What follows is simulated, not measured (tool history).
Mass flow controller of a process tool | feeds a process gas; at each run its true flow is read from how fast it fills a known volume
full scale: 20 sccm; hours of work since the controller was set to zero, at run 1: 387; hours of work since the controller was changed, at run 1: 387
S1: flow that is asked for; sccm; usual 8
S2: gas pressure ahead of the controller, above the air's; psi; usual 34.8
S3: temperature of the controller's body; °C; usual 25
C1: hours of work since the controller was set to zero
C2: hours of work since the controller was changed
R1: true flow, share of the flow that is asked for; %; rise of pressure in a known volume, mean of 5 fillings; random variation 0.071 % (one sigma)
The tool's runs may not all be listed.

{"run": 1, "hour": 0.0, "S1": 8, "S2": 34.8, "S3": 25, "C1": 387, "C2": 387, "R1": 99.06}
{"run": 2, "hour": 230.9, "S1": 8, "S2": 34.8, "S3": 25, "C1": 542, "C2": 542, "R1": 99.21}
{"run": 3, "hour": 587.9, "S1": 8, "S2": 34.8, "S3": 25, "C1": 781, "C2": 781, "R1": 99.08}
{"run": 4, "hour": 913.4, "S1": 8, "S2": 34.8, "S3": 25, "C1": 1000, "C2": 1000, "R1": 98.97}
{"run": 5, "hour": 1311.0, "S1": 8, "S2": 34.8, "S3": 25, "C1": 1266, "C2": 1266, "R1": 98.79}
{"run": 6, "hour": 1736.2, "S1": 8, "S2": 34.8, "S3": 25, "C1": 1551, "C2": 1551, "R1": 98.8}
{"run": 7, "hour": 2070.3, "S1": 8, "S2": 34.8, "S3": 21, "C1": 1775, "C2": 1775, "R1": 98.93}
{"hour": 2096.4, "done": "controller's zero set anew"}
{"run": 8, "hour": 2437.3, "S1": 8, "S2": 34.8, "S3": 21, "C1": 229, "C2": 2021, "R1": 98.81}
{"run": 9, "hour": 2685.6, "S1": 16, "S2": 34.8, "S3": 25, "C1": 395, "C2": 2188, "R1": 98.61}
{"run": 10, "hour": 2863.6, "S1": 14, "S2": 34.8, "S3": 25, "C1": 514, "C2": 2307, "R1": 98.31}
{"run": 11, "hour": 3093.3, "S1": 6, "S2": 23.8, "S3": 25, "C1": 668, "C2": 2461, "R1": 98.91}
{"run": 12, "hour": 3447.5, "S1": 3, "S2": 23.8, "S3": 27, "C1": 906, "C2": 2698, "R1": 99.6}
{"hour": 3521.6, "done": "controller's zero set anew, once more"}
{"run": 13, "hour": 3643.3, "S1": 3, "S2": 23.8, "S3": 27, "C1": 82, "C2": 2829, "R1": 98.14}
{"run": 14, "hour": 3882.6, "S1": 8, "S2": 20.6, "S3": 24, "C1": 242, "C2": 2990, "R1": 98.25}
{"run": 15, "hour": 4228.6, "S1": 8, "S2": 26.7, "S3": 22, "C1": 474, "C2": 3222, "R1": 98.06}
{"run": 16, "hour": 4646.6, "S1": 14, "S2": 26.7, "S3": 38, "C1": 754, "C2": 3502, "R1": 96.91}
{"run": 17, "hour": 4921.0, "S1": 14, "S2": 26.7, "S3": 38, "C1": 938, "C2": 3686, "R1": 96.83}
{"run": 18, "hour": 5105.5, "S1": 8, "S2": 38.0, "S3": 23, "C1": 1062, "C2": 3810, "R1": 97.48}

Hidden state or all else? Some run-to-run changes of R1, split into what the settings, what came in and random variation would give without the hidden state, and what is left for the hidden state (with any gauge scatter that isn't in both results):
The hidden state here: flow at rest that the sensor doesn't see, % of full scale; true flow over the shown one, %; drift of the gauge itself on true_pct, %.
Run 12 -> 13: controller's zero set anew, once more. R1 -1.46 %: hidden state -1.39, all else -0.07.

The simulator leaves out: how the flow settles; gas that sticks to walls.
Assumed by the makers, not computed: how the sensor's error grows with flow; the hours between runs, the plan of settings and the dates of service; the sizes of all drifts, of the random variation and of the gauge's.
